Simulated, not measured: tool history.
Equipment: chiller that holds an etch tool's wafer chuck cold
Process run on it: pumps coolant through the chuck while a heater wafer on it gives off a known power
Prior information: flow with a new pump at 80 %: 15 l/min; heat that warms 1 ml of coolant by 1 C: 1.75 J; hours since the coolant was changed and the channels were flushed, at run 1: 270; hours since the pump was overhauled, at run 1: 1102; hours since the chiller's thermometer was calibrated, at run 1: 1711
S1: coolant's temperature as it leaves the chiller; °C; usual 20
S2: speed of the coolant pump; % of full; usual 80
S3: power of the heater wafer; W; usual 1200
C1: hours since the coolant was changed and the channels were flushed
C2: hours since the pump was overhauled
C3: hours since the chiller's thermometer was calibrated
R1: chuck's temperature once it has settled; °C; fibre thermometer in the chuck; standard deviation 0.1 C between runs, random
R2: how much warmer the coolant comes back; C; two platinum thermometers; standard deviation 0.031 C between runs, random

run   hour  S1  S2    S3   C1    C2    C3    R1    R2
  1      0  20  80  1200  270  1102  1711  28.4  2.83
  2   29.6  20  80  1200  299  1131  1740  28.7  2.77
  3   47.4  20  80   793  317  1149  1758  25.9  1.88
  4   71.7  20  86  1200  341  1173  1782  28.4   2.7
  5   94.5  20  80  1200  364  1196  1805  28.6  2.81
  6  126.8  20  80  1200  396  1228  1838  28.7  2.85
  7  141.9  20  65  1200  412  1243  1853  29.8  3.51
  8  172.4  20  65  1200  442  1274  1883  29.9  3.51
  9  206.4  20  65  1200  476  1308  1917    30  3.51
 10  229.5  20  89  1200  499  1331  1940  28.1   2.6
 11  245.5  20  89  1200  515  1347  1956  28.1  2.55
 12  272.8  20  65  1200  542  1374  1984  29.9  3.51
 13  290.5  20  65  1200  560  1392  2001  29.9  3.52
 14  317.7  20  80   702  587  1419  2028  25.3  1.68
 15  337.6  20  80   702  607  1439  2048  25.2  1.69
 16  365.9  25  80  1200  636  1467  2077  33.9  2.84
 17  384.4  27  95  1013  654  1486  2095  33.8  2.05
 18  399.9  27  95  1013  670  1501  2111  33.5  2.01
 19  425.1  27  95  1013  695  1527  2136  33.5  2.02
 20  459.2  27  95  1013  729  1561  2170    34  1.96
 21  486.4  23  70  1200  756  1588  2197  32.5  3.27
 22  519.7  15  72  1029  789  1621  2230  23.2  2.71
 23    553  16  78   720  823  1654  2264  21.5  1.74
 24  572.2  16  81   720  842  1674  2283  21.3   1.7
 25  590.7  16  81   720  860  1692  2301  21.3  1.72
 26  611.9  16  81   720  882  1713  2323  21.4  1.72
 27  637.2  13  64  1698  907  1739  2348  27.5   5.1
 28  663.5  28  85  1351  933  1765  2374  37.8  3.04
 29  686.8  28  85  1351  956  1788  2398  37.8  3.04
 30  709.9  28  85  1351  980  1811  2421  37.7  3.04
 31  727.5  24  90  1200  997  1829  2438  32.3  2.64

3 options for the next run, each taken on its own from the tool as it stands now. Forecast them:
  A  745.5  12  61  1200  1015  1847  2456   ?   ?
  B  745.5  24  69  1200  1015  1847  2456   ?   ?
  C  745.5  10  80  1424  1015  1847  2456   ?   ?

run    R1    R2
  A  22.5   3.8
  B    34  3.34
  C  20.6  3.43
The same runs, with their run-to-run variation unchanged, on a tool lacking any hidden condition would have given:
run    R1    R2
  A  21.6  3.63
  B  33.2  3.19
  C  19.7  3.28
